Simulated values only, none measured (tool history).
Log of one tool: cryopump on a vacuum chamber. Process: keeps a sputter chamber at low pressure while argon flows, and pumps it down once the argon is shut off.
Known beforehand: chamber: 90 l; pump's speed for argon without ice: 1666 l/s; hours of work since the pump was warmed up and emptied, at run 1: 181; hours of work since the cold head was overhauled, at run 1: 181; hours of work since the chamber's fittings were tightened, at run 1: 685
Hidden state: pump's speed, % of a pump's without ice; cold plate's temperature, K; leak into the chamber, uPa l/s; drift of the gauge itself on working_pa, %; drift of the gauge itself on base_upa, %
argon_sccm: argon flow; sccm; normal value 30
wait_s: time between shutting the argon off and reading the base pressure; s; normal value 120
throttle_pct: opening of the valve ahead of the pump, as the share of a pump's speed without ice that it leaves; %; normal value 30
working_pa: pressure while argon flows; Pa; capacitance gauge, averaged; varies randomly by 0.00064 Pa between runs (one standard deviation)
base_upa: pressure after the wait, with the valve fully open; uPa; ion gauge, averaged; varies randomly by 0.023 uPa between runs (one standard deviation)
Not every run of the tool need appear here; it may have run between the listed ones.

run,hour,argon_sccm,wait_s,throttle_pct,hours of work since the pump was warmed up and emptied,hours of work since the cold head was overhauled,hours of work since the chamber's fittings were tightened,working_pa,base_upa
1,0,30,120,30,181,181,685,0.1031,1.08
2,13.5,30,120,30,191,191,695,0.1034,1.02
3,31.8,18,120,30,205,205,709,0.0612,1.1
4,46.5,18,120,30,216,216,720,0.0627,1.06
5,57.2,30,120,30,224,224,728,0.1039,1.1
6,73.8,30,120,30,236,236,740,0.1038,1.07
7,95.3,30,120,30,252,252,756,0.1047,1.09
8,113.9,30,120,30,266,266,770,0.1046,1.08
9,133.4,30,120,57,280,280,785,0.0573,1.07
10,145.5,30,120,57,289,289,794,0.0579,1.14
11,162.7,30,120,57,302,302,806,0.0568,1.16
12,175.3,30,120,57,312,312,816,0.0587,1.11
13,198.3,30,120,22,329,329,833,0.1437,1.14
14,208.6,30,120,22,336,336,841,0.1432,1.11
15,227.2,25,120,30,350,350,855,0.0885,1.16
16,241.3,42,120,30,361,361,865,0.1484,1.15
17,257.1,42,120,30,373,373,877,0.1491,1.21
18,280,42,120,51,390,390,894,0.0902,1.12
19,298,18,32,21,403,403,907,0.0912,2.77
20,310.4,18,32,21,412,412,916,0.0904,2.79
21,323,18,32,21,422,422,926,0.0904,2.78
22,334.7,30,106,41,430,430,935,0.0799,1.26
23,357.3,30,106,41,447,447,951,0.0787,1.27
24,374.2,16,106,50,460,460,964,0.0368,1.32
25,386,38,217,37,469,469,973,0.1122,0.95
26,402.9,38,217,37,481,481,985,0.1119,0.94
27,414.6,38,217,37,490,490,994,0.1099,0.96
28,430.7,38,217,37,502,502,1006,0.1115,0.99
29,453.3,24,23,47,519,519,1023,0.0571,3.71
30,472.9,33,120,17,533,533,1038,0.2063,1.24
31,485.9,54,269,21,543,543,1047,0.2741,0.95
32,508,14,120,30,559,559,1064,0.052,1.29
33,518.4,30,51,24,567,567,1071,0.1354,2.12
34,532.1,30,51,24,577,577,1082,0.1331,2.09

Pick out some run-to-run changes in working_pa. Of each, how much would a tool without hidden state show as well, from the settings, what came in and chance, and how much is left for the hidden state and any gauge scatter not in both results compared?
Run 12 -> 13: throttle_pct 57 -> 22. working_pa +0.085 Pa: hidden state +0.0003, all else +0.0847.
Run 24 -> 25: argon_sccm 16 -> 38, wait_s 106 -> 217, throttle_pct 50 -> 37. working_pa +0.0754 Pa: hidden state +0.0044, all else +0.071.
Run 29 -> 30: argon_sccm 24 -> 33, wait_s 23 -> 120, throttle_pct 47 -> 17. working_pa +0.1492 Pa: hidden state +0.0022, all else +0.147.
Run 30 -> 31: argon_sccm 33 -> 54, wait_s 120 -> 269, throttle_pct 17 -> 21. working_pa +0.0678 Pa: hidden state +0.0049, all else +0.0629.
Run 31 -> 32: argon_sccm 54 -> 14, wait_s 269 -> 120, throttle_pct 21 -> 30. working_pa -0.2221 Pa: hidden state -0.0091, all else -0.213.

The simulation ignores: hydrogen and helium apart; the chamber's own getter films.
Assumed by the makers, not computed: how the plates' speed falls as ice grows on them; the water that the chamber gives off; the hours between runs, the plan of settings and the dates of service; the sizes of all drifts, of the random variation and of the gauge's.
